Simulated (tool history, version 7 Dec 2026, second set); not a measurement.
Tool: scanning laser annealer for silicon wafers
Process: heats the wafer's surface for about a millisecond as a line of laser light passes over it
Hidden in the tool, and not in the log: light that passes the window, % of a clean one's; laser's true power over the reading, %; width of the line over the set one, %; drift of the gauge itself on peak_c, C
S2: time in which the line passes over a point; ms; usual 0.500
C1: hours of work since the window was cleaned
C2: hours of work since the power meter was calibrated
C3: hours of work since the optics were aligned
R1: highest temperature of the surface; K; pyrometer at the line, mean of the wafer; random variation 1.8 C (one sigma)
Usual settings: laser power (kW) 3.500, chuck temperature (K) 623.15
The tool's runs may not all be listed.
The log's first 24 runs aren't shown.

{"run": 25, "hour": 553.6, "laser power (kW)": 3.187, "S2": 0.5, "chuck temperature (K)": 598.15, "C1": 295, "C2": 548, "C3": 260, "R1": 1201.15}
{"run": 26, "hour": 578.1, "laser power (kW)": 3.341, "S2": 0.432, "chuck temperature (K)": 606.15, "C1": 312, "C2": 565, "C3": 277, "R1": 1204.15}
{"run": 27, "hour": 592.0, "laser power (kW)": 3.839, "S2": 0.432, "chuck temperature (K)": 608.15, "C1": 322, "C2": 575, "C3": 286, "R1": 1320.15}
{"run": 28, "hour": 623.9, "laser power (kW)": 3.338, "S2": 0.5, "chuck temperature (K)": 587.15, "C1": 344, "C2": 597, "C3": 308, "R1": 1225.15}
{"run": 29, "hour": 642.3, "laser power (kW)": 3.016, "S2": 0.378, "chuck temperature (K)": 623.15, "C1": 357, "C2": 610, "C3": 321, "R1": 1107.15}
{"run": 30, "hour": 673.1, "laser power (kW)": 3.016, "S2": 0.378, "chuck temperature (K)": 623.15, "C1": 378, "C2": 631, "C3": 343, "R1": 1104.15}
{"run": 31, "hour": 697.4, "laser power (kW)": 3.306, "S2": 0.354, "chuck temperature (K)": 601.15, "C1": 395, "C2": 648, "C3": 360, "R1": 1127.15}
{"run": 32, "hour": 725.8, "laser power (kW)": 3.306, "S2": 0.354, "chuck temperature (K)": 601.15, "C1": 415, "C2": 668, "C3": 379, "R1": 1125.15}
{"run": 33, "hour": 744.2, "laser power (kW)": 3.297, "S2": 0.416, "chuck temperature (K)": 601.15, "C1": 427, "C2": 681, "C3": 392, "R1": 1170.15}
{"run": 34, "hour": 769.2, "laser power (kW)": 3.801, "S2": 0.534, "chuck temperature (K)": 601.15, "C1": 445, "C2": 698, "C3": 409, "R1": 1376.15}
{"run": 35, "hour": 801.3, "laser power (kW)": 3.235, "S2": 0.5, "chuck temperature (K)": 659.15, "C1": 467, "C2": 721, "C3": 432, "R1": 1262.15}
{"run": 36, "hour": 815.7, "laser power (kW)": 3.235, "S2": 0.5, "chuck temperature (K)": 659.15, "C1": 477, "C2": 731, "C3": 442, "R1": 1260.15}
{"run": 37, "hour": 847.0, "laser power (kW)": 3.235, "S2": 0.5, "chuck temperature (K)": 659.15, "C1": 499, "C2": 752, "C3": 464, "R1": 1264.15}
{"run": 38, "hour": 875.1, "laser power (kW)": 2.98, "S2": 0.383, "chuck temperature (K)": 632.15, "C1": 518, "C2": 772, "C3": 483, "R1": 1104.15}
{"hour": 885.0, "done": "window over the wafer cleaned"}
{"run": 39, "hour": 898.3, "laser power (kW)": 3.5, "S2": 0.504, "chuck temperature (K)": 597.15, "C1": 9, "C2": 787, "C3": 498, "R1": 1307.15}
{"run": 40, "hour": 920.2, "laser power (kW)": 3.5, "S2": 0.504, "chuck temperature (K)": 597.15, "C1": 24, "C2": 802, "C3": 513, "R1": 1307.15}
{"run": 41, "hour": 943.0, "laser power (kW)": 3.737, "S2": 0.5, "chuck temperature (K)": 609.15, "C1": 40, "C2": 818, "C3": 529, "R1": 1377.15}

3 ways to go on from here, each from the tool as it stands after run 41. What would each give?
{"run": "A", "hour": 977.1, "laser power (kW)": 3.715, "S2": 0.523, "chuck temperature (K)": 603.15, "C1": 64, "C2": 841, "C3": 553, "R1": "?"}
{"run": "B", "hour": 977.1, "laser power (kW)": 3.228, "S2": 0.572, "chuck temperature (K)": 623.15, "C1": 64, "C2": 841, "C3": 553, "R1": "?"}
{"run": "C", "hour": 977.1, "laser power (kW)": 3.321, "S2": 0.504, "chuck temperature (K)": 617.15, "C1": 64, "C2": 841, "C3": 553, "R1": "?"}

run=A R1=1382.15
run=B R1=1302.15
run=C R1=1277.15
Without the tool's hidden state the same runs would have given:
run=A R1=1382.15
run=B R1=1302.15
run=C R1=1277.15

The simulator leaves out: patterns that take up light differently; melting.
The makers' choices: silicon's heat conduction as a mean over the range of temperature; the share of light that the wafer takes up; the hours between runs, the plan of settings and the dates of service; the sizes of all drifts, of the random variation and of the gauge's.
